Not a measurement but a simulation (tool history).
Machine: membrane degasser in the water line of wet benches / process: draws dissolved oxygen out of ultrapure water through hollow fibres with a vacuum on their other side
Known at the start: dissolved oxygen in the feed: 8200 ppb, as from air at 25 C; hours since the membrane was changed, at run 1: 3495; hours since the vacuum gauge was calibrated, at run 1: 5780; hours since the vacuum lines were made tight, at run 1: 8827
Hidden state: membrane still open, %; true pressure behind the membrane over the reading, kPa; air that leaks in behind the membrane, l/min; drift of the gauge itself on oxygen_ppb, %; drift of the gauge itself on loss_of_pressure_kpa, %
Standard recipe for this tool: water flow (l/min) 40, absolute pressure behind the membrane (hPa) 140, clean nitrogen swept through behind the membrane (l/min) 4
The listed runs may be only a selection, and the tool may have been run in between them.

run,hour,water flow (l/min),absolute pressure behind the membrane (hPa),clean nitrogen swept through behind the membrane (l/min),hours since the membrane was changed,hours since the vacuum gauge was calibrated,hours since the vacuum lines were made tight,dissolved oxygen in the water behind the degasser (ppb),pressure that the water loses in the fibres (hPa)
1,0,40,140,4,3495,5780,8827,356.3,683.1
2,208.7,40,88,4,3704,5989,9036,241.8,680.4
3,414.2,28,140,4,3909,6194,9241,221,475.4
4,632,28,140,4,4127,6412,9459,218.4,475.5
5,829.8,33,140,4,4325,6610,9657,274,561.4
6,1106.1,29,140,4,4601,6886,9933,229.4,492.5
# hour 1311.4: vacuum gauge calibrated
7,1381.3,29,140,4,4876,70,10208,224.3,495.9
8,1511.4,53,341,8.03,5006,200,10338,663.4,905.4
9,1720.9,31,302,5.67,5216,410,10547,396.8,526
10,1865.9,59,222,9.04,5361,555,10692,543.6,1002.6
11,2049,59,340,2.58,5544,738,10875,1531.7,1010.4
12,2314.2,40,140,8.58,5809,1003,11141,229.9,685.4
# hour 2474.7: seals of the vacuum lines changed
13,2527.8,37,140,3.82,6020,1214,53,327.7,638

Some steps in dissolved oxygen in the water behind the degasser (ppb), run to run, broken into two amounts with sign: the step expected even without the hidden condition (settings, incoming material, random variation), and the rest, left for the hidden condition together with whatever gauge scatter is not in both the measured and the hidden-condition-free result:
Run 7 -> 8: water flow (l/min) 29 -> 53, absolute pressure behind the membrane (hPa) 140 -> 341, clean nitrogen swept through behind the membrane (l/min) 4 -> 8.03. dissolved oxygen in the water behind the degasser (ppb) +439.1: hidden state +10, all else +429.1.
Run 11 -> 12: water flow (l/min) 59 -> 40, absolute pressure behind the membrane (hPa) 340 -> 140, clean nitrogen swept through behind the membrane (l/min) 2.58 -> 8.58. dissolved oxygen in the water behind the degasser (ppb) -1301.8: hidden state -7.5, all else -1294.3.
